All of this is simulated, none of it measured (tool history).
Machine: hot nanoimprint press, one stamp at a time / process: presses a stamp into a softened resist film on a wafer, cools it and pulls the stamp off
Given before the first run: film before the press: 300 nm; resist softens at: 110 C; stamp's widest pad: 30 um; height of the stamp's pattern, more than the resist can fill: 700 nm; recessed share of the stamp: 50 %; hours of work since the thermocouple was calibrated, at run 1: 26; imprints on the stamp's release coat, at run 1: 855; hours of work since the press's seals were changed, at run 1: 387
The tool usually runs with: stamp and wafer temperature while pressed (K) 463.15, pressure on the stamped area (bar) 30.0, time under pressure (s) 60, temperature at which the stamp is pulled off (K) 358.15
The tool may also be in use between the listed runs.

run   hour  stamp and wafer temperature while pressed (K)  pressure on the stamped area (bar)  time under pressure (s)  temperature at which the stamp is pulled off (K)  hours of work since the thermocouple was calibrated  imprints on the stamp's release coat  hours of work since the press's seals were changed  resist left under the stamp's widest pad (nm)  greatest force while the stamp is pulled off (N)
  1    0.0                                         463.15                                30.0                       60                                            358.15                                                   26                                   855                                                 387                                          153.3                                               243
  2   14.5                                         463.15                                30.0                       60                                            358.15                                                   35                                   915                                                 395                                          153.4                                               240
  3   37.7                                         463.15                                30.0                       60                                            347.15                                                   49                                  1011                                                 409                                          153.1                                               314
  4   64.1                                         463.15                                30.0                       60                                            350.15                                                   65                                  1119                                                 425                                          154.8                                               304
      74.6  -- stamp cleaned and given a new release coat
  5   98.2                                         463.15                                30.0                      115                                            358.15                                                   82                                    97                                                 442                                          124.2                                               230
  6  113.1                                         463.15                                30.0                      115                                            358.15                                                   91                                   159                                                 451                                          124.6                                               232
  7  131.8                                         463.15                                30.0                      115                                            358.15                                                  102                                   236                                                 462                                          125.1                                               230
  8  146.1                                         463.15                                30.0                      115                                            358.15                                                  111                                   295                                                 471                                          125.5                                               234
  9  165.4                                         463.15                                30.0                      115                                            358.15                                                  122                                   374                                                 483                                          124.3                                               238
 10  179.5                                         463.15                                30.0                       60                                            358.15                                                  131                                   432                                                 491                                          156.7                                               240
 11  208.2                                         463.15                                19.2                       60                                            358.15                                                  148                                   551                                                 508                                          189.5                                               243
 12  230.1                                         463.15                                30.0                       60                                            358.15                                                  161                                   641                                                 521                                          154.9                                               248
 13  244.2                                         464.15                                30.0                       60                                            358.15                                                  170                                   699                                                 530                                          152.5                                               246
 14  257.2                                         464.15                                30.0                       60                                            358.15                                                  178                                   753                                                 538                                          153.6                                               238
 15  277.8                                         464.15                                30.0                       60                                            358.15                                                  190                                   838                                                 550                                          152.6                                               246
 16  297.7                                         463.15                                19.5                       60                                            358.15                                                  202                                   920                                                 562                                          188.6                                               257
 17  310.0                                         459.15                                19.5                       98                                            358.15                                                  209                                   971                                                 570                                          179.7                                               251
 18  329.3                                         453.15                                19.5                       98                                            357.15                                                  221                                  1050                                                 581                                          208.1                                               260

Run 19 comes next. What will it give?
 19  347.7                                         472.15                                46.1                       56                                            355.15                                                  232                                  1126                                                 592                                              ?                                                 ?

resist left under the stamp's widest pad (nm): 103.4
greatest force while the stamp is pulled off (N): 280
Minus the tool's unlogged condition, the same run would have read resist left under the stamp's widest pad (nm) 97.5, greatest force while the stamp is pulled off (N) 248.
